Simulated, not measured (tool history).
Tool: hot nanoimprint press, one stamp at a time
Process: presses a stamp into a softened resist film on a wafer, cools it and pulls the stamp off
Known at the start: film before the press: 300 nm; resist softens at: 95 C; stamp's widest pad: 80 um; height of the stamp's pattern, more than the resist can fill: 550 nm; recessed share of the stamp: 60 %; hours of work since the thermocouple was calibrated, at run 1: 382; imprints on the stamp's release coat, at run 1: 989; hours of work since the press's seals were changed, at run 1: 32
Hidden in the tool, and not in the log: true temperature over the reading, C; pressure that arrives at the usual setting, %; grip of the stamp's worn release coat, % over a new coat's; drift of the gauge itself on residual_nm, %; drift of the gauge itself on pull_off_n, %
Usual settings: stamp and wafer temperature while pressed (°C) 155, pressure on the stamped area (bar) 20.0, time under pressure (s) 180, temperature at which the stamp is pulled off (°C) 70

run	hour	stamp and wafer temperature while pressed (°C)	pressure on the stamped area (bar)	time under pressure (s)	temperature at which the stamp is pulled off (°C)	hours of work since the thermocouple was calibrated	imprints on the stamp's release coat	hours of work since the press's seals were changed	resist left under the stamp's widest pad (nm)	greatest force while the stamp is pulled off (N)
1	0.0	155	20.0	180	70	382	989	32	137.0	211
2	8.1	155	20.0	180	70	387	1016	36	136.6	211
3	15.7	155	20.0	180	70	391	1041	40	136.9	210
4	23.6	155	20.0	180	70	395	1067	45	137.4	213
# hour 27.2: plate thermocouple calibrated
5	32.2	155	20.0	180	69	3	1086	48	132.8	212
6	41.4	155	20.0	180	69	8	1116	53	133.1	216
7	45.9	155	20.0	180	69	10	1131	55	133.7	215
8	53.0	155	20.6	180	59	14	1155	59	131.8	254
9	62.3	155	20.0	346	73	19	1185	64	102.5	198
10	71.6	155	20.0	346	73	24	1216	69	102.2	202
11	77.5	145	20.0	245	70	27	1235	72	208.6	210

4 ways to go on from here, each from the tool as it stands after run 11. What would each give?
# hour 83.4: plate thermocouple calibrated, once more
A	85.9	160	20.3	248	70	1	1253	75	?	?
# hour 83.4: plate thermocouple calibrated, once more
B	85.9	154	20.0	149	70	1	1253	75	?	?
# hour 83.4: plate thermocouple calibrated, once more
C	85.9	144	30.9	245	70	1	1253	75	?	?
# hour 83.4: plate thermocouple calibrated, once more
D	85.9	166	20.0	217	67	1	1253	75	?	?

run	resist left under the stamp's widest pad (nm)	greatest force while the stamp is pulled off (N)
A	93.4	218
B	163.9	218
C	207.8	217
D	69.2	230
Without the tool's hidden state the same runs would have given:
run	resist left under the stamp's widest pad (nm)	greatest force while the stamp is pulled off (N)
A	93.1	197
B	163.5	197
C	207.3	196
D	69.0	208
